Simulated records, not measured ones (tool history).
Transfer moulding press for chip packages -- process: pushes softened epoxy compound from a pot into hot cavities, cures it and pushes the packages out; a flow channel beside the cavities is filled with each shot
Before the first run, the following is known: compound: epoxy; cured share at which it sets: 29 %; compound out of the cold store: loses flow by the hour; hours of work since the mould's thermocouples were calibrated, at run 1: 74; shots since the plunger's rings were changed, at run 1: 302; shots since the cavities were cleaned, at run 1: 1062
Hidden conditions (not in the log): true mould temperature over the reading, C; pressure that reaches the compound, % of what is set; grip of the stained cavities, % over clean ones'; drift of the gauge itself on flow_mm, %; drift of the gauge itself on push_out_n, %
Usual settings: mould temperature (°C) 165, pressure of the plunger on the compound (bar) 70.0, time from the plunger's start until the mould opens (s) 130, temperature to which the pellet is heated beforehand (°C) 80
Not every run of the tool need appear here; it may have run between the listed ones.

| run | hour | mould temperature (°C) | pressure of the plunger on the compound (bar) | time from the plunger's start until the mould opens (s) | temperature to which the pellet is heated beforehand (°C) | hours of work since the mould's thermocouples were calibrated | shots since the plunger's rings were changed | shots since the cavities were cleaned | incoming compound's hours out of the cold store | length that the compound runs in the flow channel (mm) | greatest force on the pins that push the packages out (N) |
|---|---|---|---|---|---|---|---|---|---|---|---|
| 1 | 0.0 | 165 | 70.0 | 130 | 80 | 74 | 302 | 1062 | 18.5 | 550 | 962 |
|  | 3.1 | cavities cleaned with cleaning compound and waxed |
| 2 | 9.2 | 165 | 70.0 | 130 | 80 | 79 | 384 | 65 | 47.4 | 441 | 520 |
| 3 | 19.6 | 169 | 70.0 | 130 | 80 | 87 | 494 | 175 | 38.5 | 471 | 640 |
| 4 | 25.2 | 169 | 70.0 | 130 | 82 | 91 | 554 | 235 | 18.4 | 544 | 648 |
| 5 | 33.3 | 170 | 70.0 | 130 | 80 | 97 | 641 | 322 | 22.0 | 517 | 708 |
| 6 | 43.1 | 170 | 70.0 | 130 | 82 | 104 | 745 | 426 | 37.9 | 468 | 727 |
| 7 | 52.0 | 170 | 70.0 | 130 | 82 | 111 | 840 | 521 | 11.7 | 562 | 798 |
| 8 | 59.2 | 170 | 70.0 | 130 | 82 | 116 | 916 | 597 | 20.7 | 533 | 812 |
| 9 | 65.0 | 170 | 70.0 | 130 | 82 | 121 | 978 | 659 | 32.6 | 480 | 821 |
| 10 | 75.8 | 170 | 70.0 | 130 | 82 | 129 | 1092 | 773 | 21.7 | 524 | 838 |
| 11 | 85.4 | 163 | 70.0 | 130 | 82 | 136 | 1194 | 875 | 16.8 | 549 | 936 |
| 12 | 95.1 | 163 | 70.0 | 130 | 82 | 143 | 1298 | 979 | 29.2 | 501 | 973 |
| 13 | 100.0 | 163 | 70.0 | 130 | 82 | 146 | 1350 | 1031 | 9.6 | 578 | 1004 |
|  | 105.6 | cavities cleaned with cleaning compound and waxed |
| 14 | 107.4 | 163 | 70.0 | 130 | 82 | 151 | 1413 | 20 | 18.1 | 549 | 527 |
| 15 | 112.2 | 163 | 70.0 | 130 | 82 | 154 | 1464 | 71 | 28.6 | 505 | 588 |
| 16 | 120.9 | 171 | 71.1 | 143 | 89 | 161 | 1556 | 163 | 33.6 | 483 | 598 |
| 17 | 129.4 | 166 | 70.0 | 130 | 73 | 167 | 1647 | 254 | 27.7 | 506 | 713 |
| 18 | 135.7 | 165 | 70.0 | 116 | 81 | 172 | 1714 | 321 | 22.6 | 520 | 807 |
| 19 | 146.4 | 161 | 75.2 | 116 | 81 | 180 | 1828 | 435 | 45.1 | 477 | 953 |
| 20 | 156.5 | 168 | 75.8 | 163 | 84 | 187 | 1935 | 542 | 18.3 | 557 | 806 |
| 21 | 165.8 | 168 | 69.7 | 132 | 84 | 194 | 2034 | 641 | 37.3 | 470 | 840 |
| 22 | 175.1 | 165 | 76.3 | 130 | 90 | 201 | 2133 | 740 | 33.9 | 498 | 873 |
| 23 | 179.8 | 165 | 76.3 | 130 | 90 | 204 | 2183 | 790 | 42.8 | 466 | 918 |
| 24 | 185.2 | 165 | 76.3 | 130 | 90 | 208 | 2241 | 848 | 36.4 | 499 | 894 |
| 25 | 192.4 | 165 | 76.3 | 130 | 90 | 213 | 2316 | 923 | 31.9 | 501 | 897 |
| 26 | 201.0 | 165 | 76.3 | 130 | 90 | 220 | 2408 | 1015 | 42.6 | 471 | 922 |
| 27 | 205.7 | 165 | 76.3 | 130 | 90 | 223 | 2459 | 1066 | 9.1 | 590 | 956 |
|  | 208.1 | cavities cleaned with cleaning compound and waxed |
| 28 | 214.6 | 165 | 64.3 | 130 | 73 | 229 | 2537 | 70 | 23.2 | 494 | 555 |
| 29 | 219.1 | 165 | 64.3 | 130 | 73 | 232 | 2584 | 117 | 45.3 | 418 | 567 |

4 options for the next run, each taken on its own from the tool as it stands now. Forecast them:
| A | 226.0 | 171 | 64.1 | 136 | 73 | 237 | 2658 | 191 | 37.4 | ? | ? |
| B | 226.0 | 165 | 87.6 | 130 | 73 | 237 | 2658 | 191 | 31.4 | ? | ? |
| C | 226.0 | 160 | 70.0 | 139 | 86 | 237 | 2658 | 191 | 39.7 | ? | ? |
| D | 226.0 | 168 | 64.3 | 151 | 70 | 237 | 2658 | 191 | 23.2 | ? | ? |

| run | length that the compound runs in the flow channel (mm) | greatest force on the pins that push the packages out (N) |
|---|---|---|
| A | 441 | 625 |
| B | 537 | 622 |
| C | 466 | 670 |
| D | 484 | 621 |
Without the tool's unlogged condition, the same runs would have read:
| run | length that the compound runs in the flow channel (mm) | greatest force on the pins that push the packages out (N) |
|---|---|---|
| A | 460 | 460 |
| B | 560 | 452 |
| C | 485 | 486 |
| D | 505 | 458 |
